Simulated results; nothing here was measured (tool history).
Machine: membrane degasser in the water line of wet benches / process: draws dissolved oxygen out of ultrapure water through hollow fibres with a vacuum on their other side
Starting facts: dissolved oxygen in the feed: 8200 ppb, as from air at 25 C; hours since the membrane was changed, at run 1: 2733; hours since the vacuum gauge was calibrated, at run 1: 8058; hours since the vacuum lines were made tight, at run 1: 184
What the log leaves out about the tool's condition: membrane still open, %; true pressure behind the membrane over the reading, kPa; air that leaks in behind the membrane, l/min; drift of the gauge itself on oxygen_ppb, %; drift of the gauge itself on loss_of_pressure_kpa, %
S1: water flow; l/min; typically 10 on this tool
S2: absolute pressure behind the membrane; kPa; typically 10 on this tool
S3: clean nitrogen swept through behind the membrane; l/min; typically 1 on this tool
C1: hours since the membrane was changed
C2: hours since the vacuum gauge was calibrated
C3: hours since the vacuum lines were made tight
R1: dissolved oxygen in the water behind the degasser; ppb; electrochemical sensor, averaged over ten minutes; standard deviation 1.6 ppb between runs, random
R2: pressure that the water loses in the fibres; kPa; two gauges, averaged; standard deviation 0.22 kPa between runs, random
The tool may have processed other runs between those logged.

| run | day | S1 | S2 | S3 | C1 | C2 | C3 | R1 | R2 |
|---|---|---|---|---|---|---|---|---|---|
| 1 | 0 | 10 | 10 | 1 | 2733 | 8058 | 184 | 175.2 | 54.73 |
| 2 | 3.796 | 10 | 12.4 | 1 | 2824 | 8149 | 275 | 230.2 | 54.3 |
| 3 | 6.838 | 10 | 12.4 | 1.07 | 2897 | 8222 | 348 | 215.3 | 54.55 |
| 4 | 10.196 | 10 | 10 | 1.88 | 2978 | 8302 | 428 | 98.9 | 54.43 |
| 5 | 13.367 | 12 | 10 | 1 | 3054 | 8378 | 504 | 215.7 | 65.61 |
| 6 | 16.129 | 10 | 10 | 0.61 | 3120 | 8445 | 571 | 270.4 | 54.59 |
|  | 18.321 | vacuum gauge calibrated |
| 7 | 19.062 | 10 | 10 | 0.45 | 3190 | 18 | 641 | 325.5 | 54.6 |
| 8 | 20.921 | 10 | 10 | 0.45 | 3235 | 62 | 685 | 324.3 | 54.94 |
| 9 | 23 | 10 | 10 | 0.45 | 3285 | 112 | 735 | 330.7 | 54.71 |
| 10 | 25.054 | 14 | 10 | 1 | 3334 | 162 | 784 | 230 | 76.1 |
| 11 | 27.688 | 14 | 10 | 1 | 3397 | 225 | 848 | 226.4 | 77.07 |
| 12 | 29.438 | 10 | 15 | 1 | 3439 | 267 | 890 | 271 | 55.29 |
| 13 | 32.817 | 10 | 15 | 1 | 3520 | 348 | 971 | 273.1 | 55.27 |
| 14 | 35.671 | 10 | 10 | 0.51 | 3589 | 416 | 1039 | 291.5 | 55.01 |
| 15 | 38.912 | 10 | 24 | 0.46 | 3667 | 494 | 1117 | 918.1 | 54.99 |
| 16 | 42.229 | 7 | 10.5 | 1.65 | 3746 | 574 | 1197 | 77.4 | 38.05 |
| 17 | 46.021 | 10 | 10 | 0.48 | 3837 | 665 | 1288 | 314.2 | 55.25 |
| 18 | 48.346 | 13 | 23.2 | 0.68 | 3893 | 721 | 1343 | 799.3 | 71.62 |
| 19 | 51.558 | 13 | 23.2 | 0.68 | 3970 | 798 | 1421 | 806.7 | 71.82 |
| 20 | 53.912 | 15 | 6.1 | 1 | 4027 | 854 | 1477 | 120.8 | 82.95 |
| 21 | 57.796 | 11 | 6.1 | 1.52 | 4120 | 947 | 1570 | 57.6 | 60.92 |
| 22 | 59.883 | 14 | 10 | 1 | 4170 | 997 | 1620 | 235.5 | 77.2 |
| 23 | 62.3 | 14 | 10 | 1 | 4228 | 1055 | 1678 | 236.7 | 77.79 |
| 24 | 65.925 | 14 | 10 | 1 | 4315 | 1142 | 1765 | 234.3 | 77.87 |
| 25 | 68.858 | 10 | 9.9 | 0.66 | 4385 | 1213 | 1836 | 235.7 | 55.29 |
| 26 | 71.275 | 7 | 7.5 | 2.38 | 4443 | 1271 | 1894 | 33.4 | 38.52 |

Alternative continuations, all from the tool just after run 26; predict every row:
| A | 73.196 | 7 | 10.3 | 0.84 | 4489 | 1317 | 1940 | ? | ? |
| B | 73.196 | 10 | 20.7 | 0.52 | 4489 | 1317 | 1940 | ? | ? |
| C | 73.196 | 12 | 7.5 | 2.38 | 4489 | 1317 | 1940 | ? | ? |
| D | 73.196 | 7 | 7.5 | 1.34 | 4489 | 1317 | 1940 | ? | ? |

| run | R1 | R2 |
|---|---|---|
| A | 145.2 | 39.06 |
| B | 710.1 | 55.88 |
| C | 62 | 66.4 |
| D | 58 | 38.97 |
What these runs would have given with no unlogged condition in the tool:
| run | R1 | R2 |
|---|---|---|
| A | 140.7 | 37.2 |
| B | 700.1 | 53.23 |
| C | 57.7 | 63.23 |
| D | 55.3 | 37.12 |
